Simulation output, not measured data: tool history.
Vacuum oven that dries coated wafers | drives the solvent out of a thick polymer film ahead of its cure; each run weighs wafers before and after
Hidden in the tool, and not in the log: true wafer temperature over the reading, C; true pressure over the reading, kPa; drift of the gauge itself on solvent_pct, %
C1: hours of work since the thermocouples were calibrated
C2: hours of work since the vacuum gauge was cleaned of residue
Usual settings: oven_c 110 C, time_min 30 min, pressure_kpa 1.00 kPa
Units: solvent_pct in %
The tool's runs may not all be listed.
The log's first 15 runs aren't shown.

Run 16, hour 948.6: usual settings but oven_c 105 C; C1 407; C2 1554. Result: solvent_pct 2.28 %.
Run 17, hour 1006.9: usual settings but pressure_kpa 2.67 kPa; C1 447; C2 1593. Result: solvent_pct 1.98 %.
Run 18, hour 1075.2: usual settings but pressure_kpa 2.67 kPa; C1 492; C2 1639. Result: solvent_pct 1.91 %.
At hour 1133.2: vacuum gauge cleaned of residue and calibrated.
Run 19, hour 1145.0: usual settings but time_min 20 min, pressure_kpa 2.67 kPa; C1 538; C2 8. Result: solvent_pct 2.84 %.
Run 20, hour 1206.0: usual settings but time_min 38 min, pressure_kpa 3.47 kPa; C1 579; C2 49. Result: solvent_pct 1.67 %.
Run 21, hour 1253.0: usual settings but oven_c 114 C, time_min 19 min, pressure_kpa 0.56 kPa; C1 611; C2 80. Result: solvent_pct 1.42 %.
Run 22, hour 1315.9: usual settings but oven_c 114 C, time_min 19 min, pressure_kpa 0.56 kPa; C1 653; C2 123. Result: solvent_pct 1.43 %.
Run 23, hour 1387.5: usual settings but oven_c 114 C, time_min 19 min, pressure_kpa 0.56 kPa; C1 701; C2 171. Result: solvent_pct 1.43 %.
Run 24, hour 1437.9: usual settings but oven_c 109 C, time_min 43 min, pressure_kpa 0.58 kPa; C1 735; C2 204. Result: solvent_pct 0.45 %.
Run 25, hour 1521.2: usual settings but oven_c 100 C, time_min 42 min, pressure_kpa 2.80 kPa; C1 790; C2 260. Result: solvent_pct 2.91 %.
Run 26, hour 1578.3: usual settings but oven_c 118 C, pressure_kpa 0.63 kPa; C1 829; C2 299. Result: solvent_pct 0.29 %.
Run 27, hour 1666.1: usual settings but oven_c 97 C, pressure_kpa 0.63 kPa; C1 888; C2 357. Result: solvent_pct 4.13 %.
Run 28, hour 1712.1: usual settings but oven_c 123 C, pressure_kpa 2.21 kPa; C1 919; C2 388. Result: solvent_pct 0.58 %.
Run 29, hour 1760.5: usual settings but oven_c 123 C, pressure_kpa 2.21 kPa; C1 951; C2 421. Result: solvent_pct 0.61 %.
At hour 1766.8: oven's thermocouples calibrated.
Run 30, hour 1825.0: usual settings but oven_c 120 C, time_min 17 min, pressure_kpa 2.66 kPa; C1 39; C2 463. Result: solvent_pct 1.58 %.
Run 31, hour 1883.5: usual settings but oven_c 120 C, time_min 17 min, pressure_kpa 2.66 kPa; C1 78; C2 502. Result: solvent_pct 1.49 %.
Run 32, hour 1920.8: usual settings but oven_c 120 C, time_min 17 min, pressure_kpa 2.66 kPa; C1 103; C2 527. Result: solvent_pct 1.52 %.
Run 33, hour 2005.0: usual settings but oven_c 120 C, time_min 17 min, pressure_kpa 2.00 kPa; C1 160; C2 583. Result: solvent_pct 1.36 %.
Run 34, hour 2067.4: usual settings but oven_c 97 C, time_min 18 min, pressure_kpa 1.17 kPa; C1 202; C2 625. Result: solvent_pct 7.56 %.
Run 35, hour 2142.3: usual settings but oven_c 97 C, time_min 18 min, pressure_kpa 1.17 kPa; C1 252; C2 675. Result: solvent_pct 7.50 %.
Run 36, hour 2182.5: usual settings but oven_c 97 C, time_min 18 min, pressure_kpa 1.17 kPa; C1 279; C2 702. Result: solvent_pct 7.56 %.
Run 37, hour 2221.8: usual settings but oven_c 122 C, pressure_kpa 0.50 kPa; C1 305; C2 729. Result: solvent_pct 0.23 %.
Run 38, hour 2266.6: usual settings but oven_c 100 C, time_min 20 min, pressure_kpa 0.69 kPa; C1 335; C2 759. Result: solvent_pct 5.59 %.

5 ways to go on from here, each from the tool as it stands after run 38. What would each give?
Run A, hour 2303.9: usual settings but oven_c 99 C, pressure_kpa 3.26 kPa; C1 360; C2 784. Result: solvent_pct ?.
Run B, hour 2303.9: usual settings but time_min 52 min; C1 360; C2 784. Result: solvent_pct ?.
Run C, hour 2303.9: usual settings but oven_c 100 C, time_min 21 min, pressure_kpa 1.20 kPa; C1 360; C2 784. Result: solvent_pct ?.
Run D, hour 2303.9: usual settings but oven_c 109 C, time_min 23 min, pressure_kpa 0.69 kPa; C1 360; C2 784. Result: solvent_pct ?.
Run E, hour 2303.9: usual settings but oven_c 96 C, time_min 31 min, pressure_kpa 1.72 kPa; C1 360; C2 784. Result: solvent_pct ?.

run  solvent_pct
  A         5.07
  B         0.59
  C         5.49
  D         2.06
  E         5.20
Without the tool's hidden state the same runs would have given:
run  solvent_pct
  A         5.00
  B         0.47
  C         5.44
  D         2.00
  E         5.12

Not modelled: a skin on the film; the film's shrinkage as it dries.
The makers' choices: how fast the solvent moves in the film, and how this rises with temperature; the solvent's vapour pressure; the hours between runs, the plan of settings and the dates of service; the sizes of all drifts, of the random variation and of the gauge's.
